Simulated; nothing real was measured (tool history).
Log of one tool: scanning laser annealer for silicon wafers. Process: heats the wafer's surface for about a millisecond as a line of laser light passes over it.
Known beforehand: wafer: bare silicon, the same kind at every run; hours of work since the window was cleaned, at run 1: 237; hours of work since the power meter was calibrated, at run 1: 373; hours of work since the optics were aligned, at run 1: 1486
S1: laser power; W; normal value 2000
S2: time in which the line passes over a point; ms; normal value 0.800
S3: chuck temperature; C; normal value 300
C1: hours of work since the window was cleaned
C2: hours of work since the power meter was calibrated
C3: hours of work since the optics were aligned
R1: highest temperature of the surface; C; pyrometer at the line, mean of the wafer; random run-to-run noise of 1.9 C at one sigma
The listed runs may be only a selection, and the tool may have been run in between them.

run	day	S1	S2	S3	C1	C2	C3	R1
1	0.000	2000	0.800	300	237	373	1486	1107
2	0.608	2000	0.800	300	249	384	1498	1112
3	1.117	2000	0.800	300	258	394	1507	1107
4	1.442	2000	0.800	300	265	400	1514	1108
5	1.733	2000	0.800	300	270	406	1519	1109
6	2.225	2000	0.800	300	279	415	1528	1107
7	2.525	2000	0.800	300	285	420	1534	1107
8	2.871	2000	0.800	300	292	427	1541	1107
9	3.221	2000	0.800	300	298	434	1547	1109
10	3.588	2000	0.800	300	305	441	1554	1110
11	3.896	2000	0.800	300	311	446	1560	1108
12	4.458	2000	0.800	300	322	457	1571	1106
13	4.779	2000	0.670	300	328	463	1577	1048
14	5.058	2000	0.735	300	333	468	1582	1075
15	5.350	2000	0.735	300	338	474	1587	1074
16	5.804	2000	0.735	300	347	482	1596	1076
17	6.133	2000	0.735	300	353	489	1602	1079
18	6.479	1742	0.800	300	360	495	1609	988
19	6.925	2000	0.800	300	368	504	1617	1109
20	7.579	2000	0.800	300	381	516	1630	1108
21	8.196	2061	0.800	300	392	527	1641	1137
22	8.721	1889	0.782	326	402	537	1651	1076
23	9.317	1773	0.888	292	413	549	1662	1033
# day 9.742: window over the wafer cleaned
24	9.933	1773	0.888	292	4	559	1672	1031
25	10.421	1951	0.850	310	13	568	1682	1119
26	10.958	1899	0.920	277	23	578	1692	1087
27	11.412	1914	0.977	327	32	587	1700	1169
28	11.871	1914	0.937	326	40	595	1709	1153
29	12.167	1914	0.937	326	46	601	1715	1154
# day 12.475: optics aligned, line set to its width
30	12.825	1914	0.937	326	54	609	7	1152
31	13.342	1914	0.937	326	64	619	16	1153
32	13.933	2059	0.902	266	75	630	28	1149
33	14.488	2059	0.902	266	86	641	38	1149
34	14.817	2059	0.902	266	92	647	44	1149
35	15.146	2059	0.902	266	98	653	50	1147
36	15.708	2059	0.902	266	109	664	61	1151
37	16.200	2131	0.785	269	118	673	70	1131
38	16.596	1839	0.785	269	125	681	78	997
39	16.883	2000	0.924	300	131	686	83	1165
40	17.550	2000	0.924	300	144	699	96	1163
41	18.104	1845	0.970	279	154	709	106	1084
42	18.571	2000	0.959	300	163	718	115	1181

Below are 3 alternative next runs, each starting from the tool's condition after run 42. Predict each:
A	19.212	1835	0.885	300	175	730	127	?
B	19.212	1786	0.596	304	175	730	127	?
C	19.212	2093	0.959	300	175	730	127	?

run	R1
A	1067
B	926
C	1225
The same runs, with their run-to-run variation unchanged, on a tool lacking any hidden condition would have given:
run	R1
A	1068
B	926
C	1225

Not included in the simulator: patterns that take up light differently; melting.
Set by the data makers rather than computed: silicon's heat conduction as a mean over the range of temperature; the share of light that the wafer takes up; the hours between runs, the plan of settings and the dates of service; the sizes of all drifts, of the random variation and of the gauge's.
